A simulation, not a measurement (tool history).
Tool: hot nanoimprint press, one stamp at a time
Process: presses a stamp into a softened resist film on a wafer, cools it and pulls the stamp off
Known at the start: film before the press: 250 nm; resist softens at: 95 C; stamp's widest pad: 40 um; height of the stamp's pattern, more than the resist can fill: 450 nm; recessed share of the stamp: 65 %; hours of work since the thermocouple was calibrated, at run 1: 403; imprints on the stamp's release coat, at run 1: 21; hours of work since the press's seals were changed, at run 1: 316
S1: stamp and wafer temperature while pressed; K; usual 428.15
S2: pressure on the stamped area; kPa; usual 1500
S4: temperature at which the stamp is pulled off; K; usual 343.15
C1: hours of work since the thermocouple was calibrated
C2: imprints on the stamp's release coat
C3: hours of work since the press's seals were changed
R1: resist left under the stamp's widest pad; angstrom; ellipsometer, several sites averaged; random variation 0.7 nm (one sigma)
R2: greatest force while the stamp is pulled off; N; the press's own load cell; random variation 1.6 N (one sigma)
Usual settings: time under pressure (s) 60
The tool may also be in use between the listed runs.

Run 1, hour 0.0: usual settings; C1 403; C2 21; C3 316. Result: R1 815 angstrom, R2 187 N.
Run 2, hour 11.9: usual settings; C1 412; C2 88; C3 325. Result: R1 828 angstrom, R2 189 N.
Run 3, hour 19.4: usual settings but S1 431.15 K; C1 418; C2 129; C3 331. Result: R1 693 angstrom, R2 193 N.
Run 4, hour 27.8: usual settings but S1 431.15 K, S2 1030 kPa; C1 424; C2 177; C3 338. Result: R1 856 angstrom, R2 197 N.
Run 5, hour 38.3: usual settings but S1 423.15 K; C1 433; C2 236; C3 346. Result: R1 1062 angstrom, R2 196 N.
Run 6, hour 52.1: usual settings but S1 423.15 K; C1 443; C2 313; C3 357. Result: R1 1053 angstrom, R2 204 N.
Run 7, hour 61.8: usual settings but S1 423.15 K; C1 451; C2 368; C3 365. Result: R1 1051 angstrom, R2 199 N.
Run 8, hour 70.5: usual settings but S1 423.15 K; C1 458; C2 416; C3 371. Result: R1 1058 angstrom, R2 203 N.
Run 9, hour 83.7: usual settings but S1 423.15 K, S2 1260 kPa, time under pressure (s) 40, S4 330.15 K; C1 468; C2 490; C3 382. Result: R1 1326 angstrom, R2 227 N.
Run 10, hour 91.9: usual settings but S1 423.15 K, S2 1260 kPa, time under pressure (s) 40, S4 330.15 K; C1 475; C2 536; C3 388. Result: R1 1323 angstrom, R2 234 N.
At hour 101.7: stamp cleaned and given a new release coat.
Run 11, hour 103.6: usual settings but S1 423.15 K, S2 1260 kPa, time under pressure (s) 40, S4 330.15 K; C1 479; C2 11; C3 393. Result: R1 1305 angstrom, R2 206 N.
Run 12, hour 109.8: usual settings but S1 423.15 K, S2 1260 kPa, time under pressure (s) 40, S4 330.15 K; C1 484; C2 46; C3 397. Result: R1 1303 angstrom, R2 208 N.
Run 13, hour 120.5: usual settings but S1 422.15 K, S4 334.15 K; C1 492; C2 106; C3 406. Result: R1 1113 angstrom, R2 209 N.
Run 14, hour 132.9: usual settings but S2 1010 kPa, S4 329.15 K; C1 502; C2 175; C3 416. Result: R1 995 angstrom, R2 216 N.
Run 15, hour 142.0: usual settings but S2 1870 kPa; C1 509; C2 226; C3 423. Result: R1 690 angstrom, R2 196 N.
At hour 157.2: plate thermocouple calibrated.
Run 16, hour 157.5: usual settings but S2 1870 kPa; C1 0; C2 297; C3 433. Result: R1 813 angstrom, R2 199 N.

Forecast each of these 5 alternatives for the next run:
Run A, hour 165.5: usual settings but S1 435.15 K, S2 1660 kPa; C1 7; C2 341; C3 439. Result: R1 ?, R2 ?.
Run B, hour 165.5: usual settings but S1 433.15 K, S2 2200 kPa, S4 341.15 K; C1 7; C2 341; C3 439. Result: R1 ?, R2 ?.
Run C, hour 165.5: usual settings but S2 1320 kPa, S4 330.15 K; C1 7; C2 341; C3 439. Result: R1 ?, R2 ?.
Run D, hour 165.5: usual settings but S1 432.15 K, time under pressure (s) 117; C1 7; C2 341; C3 439. Result: R1 ?, R2 ?.
Run E, hour 165.5: usual settings but S2 1350 kPa; C1 7; C2 341; C3 439. Result: R1 ?, R2 ?.

run   R1   R2
  A  601  204
  B  561  207
  C  973  226
  D  576  205
  E  964  206
Without the tool's hidden state the same runs would have given:
run   R1   R2
  A  592  191
  B  549  194
  C  961  211
  D  567  191
  E  952  192
